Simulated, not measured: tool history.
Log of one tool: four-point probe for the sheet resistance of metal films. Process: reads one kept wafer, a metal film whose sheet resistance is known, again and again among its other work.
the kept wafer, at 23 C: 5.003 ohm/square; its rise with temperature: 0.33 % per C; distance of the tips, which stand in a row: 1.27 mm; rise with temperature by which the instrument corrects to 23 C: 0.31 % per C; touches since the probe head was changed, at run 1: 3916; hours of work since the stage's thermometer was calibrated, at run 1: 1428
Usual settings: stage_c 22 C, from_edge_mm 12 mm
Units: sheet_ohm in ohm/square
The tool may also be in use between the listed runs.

run,hour,stage_c,from_edge_mm,touches since the probe head was changed,hours of work since the stage's thermometer was calibrated,sheet_ohm
1,0,22,12,3916,1428,5.032902
2,14.6,22,12,4424,1439,5.031842
3,26.9,30,12,4851,1449,5.040928
4,39.4,22,12,5286,1458,5.032157
5,57.9,22,12,5931,1473,5.032231
6,74.3,22,12,6499,1486,5.031237
7,87.8,22,12,6971,1496,5.030144
8,107.3,22,12,7649,1511,5.031517
9,118.8,22,12,8047,1520,5.035211
10,138.2,22,12,8722,1535,5.032178
11,156.6,22,12,9362,1550,5.03041
12,168,21,12,9761,1559,5.030704
13,184,21,12,10315,1571,5.029488
14,194,21,12,10666,1579,5.031986
15,204.6,32,12,11033,1587,5.042836
16,213.2,32,12,11332,1594,5.043453

The next listed run, before its measurement:
17,231,32,12,11951,1608,?

Run 17 gave sheet_ohm 5.041891 ohm/square.
Without the tool's hidden state the same run would have given sheet_ohm 5.04195 ohm/square.

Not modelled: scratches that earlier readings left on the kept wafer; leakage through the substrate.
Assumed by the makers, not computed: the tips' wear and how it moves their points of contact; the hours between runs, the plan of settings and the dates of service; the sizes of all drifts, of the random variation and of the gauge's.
